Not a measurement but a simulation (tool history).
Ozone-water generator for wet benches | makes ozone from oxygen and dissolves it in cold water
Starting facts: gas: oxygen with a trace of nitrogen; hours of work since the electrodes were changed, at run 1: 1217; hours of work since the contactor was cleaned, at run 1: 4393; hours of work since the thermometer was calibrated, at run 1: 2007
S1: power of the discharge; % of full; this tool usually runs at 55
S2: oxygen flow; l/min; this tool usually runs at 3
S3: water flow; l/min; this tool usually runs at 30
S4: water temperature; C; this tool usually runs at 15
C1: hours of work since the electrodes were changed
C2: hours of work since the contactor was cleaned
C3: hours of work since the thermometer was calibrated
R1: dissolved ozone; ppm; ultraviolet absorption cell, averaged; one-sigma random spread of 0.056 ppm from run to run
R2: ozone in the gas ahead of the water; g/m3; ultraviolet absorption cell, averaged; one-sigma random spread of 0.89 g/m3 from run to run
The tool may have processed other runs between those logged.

| run | hour | S1 | S2 | S3 | S4 | C1 | C2 | C3 | R1 | R2 |
|---|---|---|---|---|---|---|---|---|---|---|
| 1 | 0 | 55 | 3 | 30 | 15 | 1217 | 4393 | 2007 | 10.41 | 187.3 |
| 2 | 102 | 55 | 3 | 30 | 20 | 1298 | 4475 | 2089 | 10.12 | 189.8 |
| 3 | 214.6 | 55 | 3 | 30 | 20 | 1388 | 4565 | 2178 | 10.07 | 189.9 |
| 4 | 338.1 | 55 | 3 | 30 | 20 | 1487 | 4664 | 2277 | 10 | 188.1 |
| 5 | 469.9 | 55 | 3 | 30 | 15 | 1592 | 4769 | 2382 | 10.3 | 188.1 |
| 6 | 671.2 | 54 | 3 | 30 | 15 | 1753 | 4930 | 2543 | 10.23 | 185.1 |
| 7 | 775 | 55 | 3 | 30 | 15 | 1836 | 5013 | 2626 | 10.27 | 187.8 |
| 8 | 919.2 | 55 | 3 | 30 | 15 | 1951 | 5128 | 2741 | 10.33 | 187.8 |
|  | 1009.7 | contactor cleaned |
| 9 | 1059.4 | 55 | 3 | 30 | 15 | 2060 | 40 | 2850 | 10.52 | 188.6 |
| 10 | 1176.1 | 55 | 3.49 | 30 | 15 | 2153 | 133 | 2944 | 10.91 | 171.4 |
| 11 | 1306.1 | 55 | 3.49 | 30 | 15 | 2257 | 237 | 3047 | 10.73 | 172 |
| 12 | 1523.2 | 55 | 3 | 30 | 7 | 2430 | 410 | 3221 | 11.09 | 187.3 |
| 13 | 1675.7 | 55 | 3 | 30 | 7 | 2552 | 532 | 3343 | 11.05 | 187.4 |
| 14 | 1798.3 | 55 | 2.6 | 30 | 15 | 2650 | 630 | 3441 | 10.21 | 203.9 |
| 15 | 1910.5 | 55 | 3 | 30 | 15 | 2740 | 720 | 3530 | 10.35 | 186.4 |
| 16 | 2027.3 | 55 | 3 | 30 | 15 | 2833 | 813 | 3624 | 10.42 | 187.5 |
| 17 | 2169.9 | 55 | 3 | 30 | 15 | 2947 | 927 | 3737 | 10.38 | 187.8 |
| 18 | 2365.6 | 55 | 1.87 | 30 | 21 | 3103 | 1083 | 3894 | 8.98 | 242.8 |
| 19 | 2506.9 | 58 | 1.82 | 30 | 8 | 3216 | 1196 | 4007 | 10.03 | 260 |
| 20 | 2731 | 58 | 1.82 | 30 | 8 | 3395 | 1375 | 4186 | 9.76 | 257.2 |
|  | 2772.8 | water thermometer calibrated |
| 21 | 2934.1 | 58 | 1.82 | 30 | 8 | 3557 | 1537 | 129 | 9.95 | 257.8 |
| 22 | 3059.5 | 56 | 1.82 | 33 | 8 | 3657 | 1637 | 229 | 8.6 | 249.8 |
| 23 | 3265.8 | 82 | 3 | 25 | 15 | 3822 | 1802 | 394 | 17.6 | 263.3 |
| 24 | 3360.4 | 82 | 3 | 25 | 15 | 3898 | 1878 | 469 | 17.58 | 264.8 |
| 25 | 3575.5 | 82 | 3 | 25 | 15 | 4070 | 2050 | 641 | 17.53 | 265 |
| 26 | 3731.8 | 82 | 3 | 25 | 15 | 4195 | 2174 | 766 | 17.6 | 264.5 |
| 27 | 3956.4 | 82 | 3 | 25 | 15 | 4374 | 2354 | 946 | 17.45 | 265.6 |
| 28 | 4104.5 | 49 | 3.93 | 39 | 20 | 4492 | 2472 | 1064 | 7.31 | 142 |
| 29 | 4231.7 | 49 | 3.93 | 39 | 20 | 4594 | 2574 | 1166 | 7.15 | 142.7 |
| 30 | 4357.5 | 49 | 3.93 | 39 | 20 | 4694 | 2674 | 1266 | 7.22 | 143.4 |
| 31 | 4557 | 43 | 2.15 | 18 | 17 | 4854 | 2834 | 1426 | 12.39 | 180 |
| 32 | 4751.5 | 43 | 3.05 | 18 | 12 | 5009 | 2989 | 1581 | 13.49 | 145.7 |

Predict each of these 5 candidate next runs independently; none follows another, all start after run 32:
| A | 4916 | 55 | 3.52 | 30 | 15 | 5141 | 3121 | 1712 | ? | ? |
| B | 4916 | 55 | 3.73 | 44 | 15 | 5141 | 3121 | 1712 | ? | ? |
| C | 4916 | 43 | 2 | 42 | 12 | 5141 | 3121 | 1712 | ? | ? |
| D | 4916 | 43 | 3.77 | 23 | 20 | 5141 | 3121 | 1712 | ? | ? |
| E | 4916 | 43 | 2.26 | 18 | 12 | 5141 | 3121 | 1712 | ? | ? |

| run | R1 | R2 |
|---|---|---|
| A | 10.42 | 166.5 |
| B | 7.19 | 161.7 |
| C | 5.19 | 185.1 |
| D | 10.29 | 129.9 |
| E | 12.92 | 172.9 |
The same runs, with their run-to-run variation unchanged, on a tool lacking any hidden condition would have given:
| run | R1 | R2 |
|---|---|---|
| A | 11.06 | 173.7 |
| B | 7.64 | 168.7 |
| C | 5.44 | 190.8 |
| D | 10.77 | 133.9 |
| E | 13.5 | 178.2 |
